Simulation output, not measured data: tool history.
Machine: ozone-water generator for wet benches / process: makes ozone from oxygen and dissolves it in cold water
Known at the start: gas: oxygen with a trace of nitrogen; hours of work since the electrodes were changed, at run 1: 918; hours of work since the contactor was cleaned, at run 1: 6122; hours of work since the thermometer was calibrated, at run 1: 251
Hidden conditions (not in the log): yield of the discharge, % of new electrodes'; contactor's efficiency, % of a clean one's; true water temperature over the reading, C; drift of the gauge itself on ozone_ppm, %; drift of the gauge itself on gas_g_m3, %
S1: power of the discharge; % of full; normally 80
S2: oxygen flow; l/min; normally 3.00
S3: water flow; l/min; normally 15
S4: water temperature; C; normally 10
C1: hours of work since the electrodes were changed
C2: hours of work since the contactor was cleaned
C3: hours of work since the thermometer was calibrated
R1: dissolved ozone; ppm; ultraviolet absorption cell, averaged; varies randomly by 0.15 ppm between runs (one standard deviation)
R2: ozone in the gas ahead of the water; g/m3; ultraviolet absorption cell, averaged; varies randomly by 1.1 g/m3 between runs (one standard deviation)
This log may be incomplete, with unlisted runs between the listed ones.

run    hour  S1    S2  S3  S4    C1    C2    C3    R1     R2
  1     0.0  80  3.00  15  10   918  6122   251  17.5  198.4
  2    67.7  80  3.00  15  10   980  6184   313  17.1  199.6
  3   164.6  80  3.00  15  10  1069  6273   402  17.3  198.7
  4   269.0  80  3.00  15  10  1164  6369   498  17.3  198.4
  5   357.8  80  1.59  15  10  1246  6450   579  15.4  286.7
  6   426.0  80  2.69  15  10  1308  6513   642  17.0  209.4
  7   479.8  80  3.00  15  16  1358  6562   691  16.1  197.2
  8   597.7  80  3.00  15  10  1466  6670   799  17.2  198.2
  9   689.1  80  3.00  15  10  1550  6754   883  17.1  199.2
 10   772.4  80  3.00  15  10  1626  6831   959  17.2  198.1
 11   858.7  80  3.00  15  10  1705  6910  1039  17.0  200.0
 12   935.0  80  3.00  15  10  1775  6980  1108  17.0  199.3
 13  1026.1  80  3.00  15  10  1859  7063  1192  16.9  197.0
 14  1100.7  80  3.00  14  10  1927  7132  1260  18.2  199.2
 15  1168.1  80  3.00  14  10  1989  7194  1322  18.3  197.8
 16  1223.6  80  3.00  14  10  2040  7245  1373  17.9  195.7
 17  1281.9  80  3.00  14  10  2093  7298  1427  18.4  197.0
 18  1400.4  80  3.73  14  14  2202  7407  1535  17.4  175.2

Estimate the outcome of run 19 from the log above:
 19  1498.5  80  5.28  13  10  2292  7497  1625   ?   ?

{"run 19": {"R1": 19.6, "R2": 143.8}}
With no hidden state in the tool, this same run would have given R1 21.7 ppm, R2 146.9 g/m3.
